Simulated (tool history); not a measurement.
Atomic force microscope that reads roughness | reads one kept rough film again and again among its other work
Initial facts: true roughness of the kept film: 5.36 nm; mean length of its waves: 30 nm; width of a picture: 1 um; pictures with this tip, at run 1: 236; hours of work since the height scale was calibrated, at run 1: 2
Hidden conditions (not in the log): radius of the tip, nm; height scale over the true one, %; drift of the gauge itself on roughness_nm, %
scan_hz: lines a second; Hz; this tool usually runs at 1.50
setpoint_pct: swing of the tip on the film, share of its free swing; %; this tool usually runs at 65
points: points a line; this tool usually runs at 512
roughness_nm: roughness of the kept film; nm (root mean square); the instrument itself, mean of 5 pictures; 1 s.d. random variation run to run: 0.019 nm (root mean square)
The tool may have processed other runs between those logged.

run	day	scan_hz	setpoint_pct	points	pictures with this tip	hours of work since the height scale was calibrated	roughness_nm
1	0.000	1.50	65	512	236	2	4.609
2	0.392	0.74	65	512	250	8	4.663
# day 0.621: new tip fitted
3	0.675	0.74	65	512	2	11	4.691
4	0.908	0.74	65	512	10	14	4.672
5	1.150	1.50	65	420	19	18	4.601
6	1.554	0.61	65	420	34	23	4.714
7	1.875	0.61	65	420	46	28	4.694
8	2.162	0.61	65	420	56	32	4.679
9	2.446	1.50	77	594	67	35	4.471
10	2.750	1.50	77	594	78	40	4.469
11	3.142	2.58	77	594	92	45	4.272
12	3.471	1.93	74	594	104	49	4.456
13	3.667	1.93	74	594	112	52	4.447
14	3.983	1.50	88	492	123	56	4.267
15	4.346	1.50	88	492	136	61	4.280
16	4.729	1.50	88	492	151	67	4.296

Branching from run 16: 3 alternative next runs. What would each branch give?
A	4.954	1.50	65	725	159	70	?
B	4.954	2.58	74	418	159	70	?
C	4.954	1.33	67	554	159	70	?

run	roughness_nm
A	4.614
B	4.360
C	4.592
With the hidden condition removed and each run's random variation left untouched, the same runs would have given:
run	roughness_nm
A	4.624
B	4.370
C	4.603
